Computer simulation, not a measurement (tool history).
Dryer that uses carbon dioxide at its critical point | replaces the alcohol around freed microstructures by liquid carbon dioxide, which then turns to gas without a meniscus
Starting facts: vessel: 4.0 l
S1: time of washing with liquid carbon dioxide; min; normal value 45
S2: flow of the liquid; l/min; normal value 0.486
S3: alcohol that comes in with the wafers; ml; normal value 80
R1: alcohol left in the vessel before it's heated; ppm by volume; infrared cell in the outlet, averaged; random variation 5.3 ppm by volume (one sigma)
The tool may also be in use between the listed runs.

run     day  S1     S2   S3    R1
  1   0.000  45  0.486   80   222
  2   1.054  31  0.486   80   944
  3   1.671  31  0.486   80  1002
  4   2.904  31  0.486   80  1037
      3.404  -- inlet filter changed
  5   4.208  31  0.486   80   632
  6   5.146  31  0.486   80   642
  7   6.379  29  0.486   80   838
  8   6.954  29  0.486   80   834
  9   8.058  29  0.486   80   900
 10   8.979  29  0.486   80   929
 11   9.767  29  0.486   80   916
 12  10.596  29  0.486   80  1000
 13  11.825  29  0.486   80  1008
 14  12.783  29  0.486   80  1031
 15  14.050  29  0.486   80  1080
 16  15.046  29  0.486   80  1099
 17  16.117  45  0.486   50   163
 18  17.167  45  0.486   50   178
 19  18.408  45  0.486   50   183
 20  19.008  45  0.486   24   104
     19.329  -- inlet filter changed
 21  20.117  45  0.486   24    54
 22  20.783  45  0.486   24    54
 23  21.996  45  0.486   36    74
 24  22.842  37  0.486   25   131
 25  23.446  37  0.486   25   128
 26  24.671  37  0.486   61   312
 27  25.938  33  0.303   61  1714
 28  27.162  45  0.489   53   137
 29  28.233  53  0.489   53    76
 30  29.092  53  0.652  109    34
 31  30.071  45  0.294   80  1217
 32  31.200  65  0.791   80    24
 33  32.242  65  0.791   80    21
 34  33.450  45  0.486   74   267
 35  34.708  64  0.524   28    32
     35.217  -- inlet filter changed
 36  35.633  64  0.524   28    22
 37  36.392  51  0.374   80   269

Expected results for the next run?
 38  36.950  45  0.781  62   ?

{"run 38": {"R1": 28}}
Had the tool carried no hidden state, the very same run would have given R1 9 ppm by volume.

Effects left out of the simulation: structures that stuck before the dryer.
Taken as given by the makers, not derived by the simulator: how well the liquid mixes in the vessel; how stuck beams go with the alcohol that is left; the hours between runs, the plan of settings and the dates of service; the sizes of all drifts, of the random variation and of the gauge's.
